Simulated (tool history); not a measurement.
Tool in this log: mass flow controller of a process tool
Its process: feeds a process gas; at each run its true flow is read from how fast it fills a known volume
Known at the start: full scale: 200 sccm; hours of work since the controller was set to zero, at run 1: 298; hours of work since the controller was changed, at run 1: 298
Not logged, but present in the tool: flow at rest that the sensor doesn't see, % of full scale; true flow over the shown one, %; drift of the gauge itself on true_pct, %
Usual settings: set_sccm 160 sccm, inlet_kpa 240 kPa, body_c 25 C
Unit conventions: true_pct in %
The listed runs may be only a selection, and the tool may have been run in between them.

run	hour	set_sccm	inlet_kpa	body_c	hours of work since the controller was set to zero	hours of work since the controller was changed	true_pct
1	0	160	240	25	298	298	99.55
2	352	160	240	25	515	515	99.66
3	714.5	160	241	25	739	739	99.58
4	928.5	160	241	25	871	871	99.59
5	1138.1	160	241	22	1000	1000	99.3
6	1496.3	160	241	22	1221	1221	99.38
7	1797.7	160	275	22	1407	1407	99.43
8	2018.8	160	148	22	1543	1543	98.91
9	2213.8	160	148	22	1663	1663	99.09
10	2417.8	160	148	22	1789	1789	98.97
# hour 2445.5: controller's zero set anew
11	2694.5	160	148	22	154	1960	99.18
12	3072.6	160	148	22	387	2193	99.17
13	3260.7	160	156	25	503	2309	99.15
14	3574.4	160	156	25	696	2502	99.32
15	3905.2	160	240	35	900	2706	100.05
16	4266.3	22	166	30	1123	2929	101.23
# hour 4367.6: controller's zero set anew, once more
17	4480.4	66	166	38	70	3061	98.43
18	4791.4	66	166	38	261	3252	98.42
19	5079.6	66	166	31	439	3430	98.31
20	5439.4	46	217	25	661	3652	97.91
21	5618.5	46	217	25	771	3762	98.03
22	5994.3	159	216	39	1003	3994	99.59
23	6162.4	159	216	39	1107	4098	99.67
24	6517.4	159	261	39	1326	4317	99.85
25	6857.2	159	261	39	1535	4526	99.65
26	7183.5	159	261	39	1737	4728	99.63
27	7446.5	159	261	39	1899	4890	99.67
28	7772.7	71	247	25	2100	5091	98.15
29	8023.2	69	179	38	2254	5245	98.81

Here are 5 independent what-if runs from the current tool condition. What would each one return?
A	8350	51	169	38	2456	5447	?
B	8350	53	179	38	2456	5447	?
C	8350	49	240	29	2456	5447	?
D	8350	28	179	40	2456	5447	?
E	8350	170	200	26	2456	5447	?

run	true_pct
A	98.93
B	98.89
C	98.67
D	99.67
E	98.83
With the hidden condition removed and each run's random variation left untouched, the same runs would have given:
run	true_pct
A	99.04
B	99.04
C	98.73
D	98.87
E	99.71

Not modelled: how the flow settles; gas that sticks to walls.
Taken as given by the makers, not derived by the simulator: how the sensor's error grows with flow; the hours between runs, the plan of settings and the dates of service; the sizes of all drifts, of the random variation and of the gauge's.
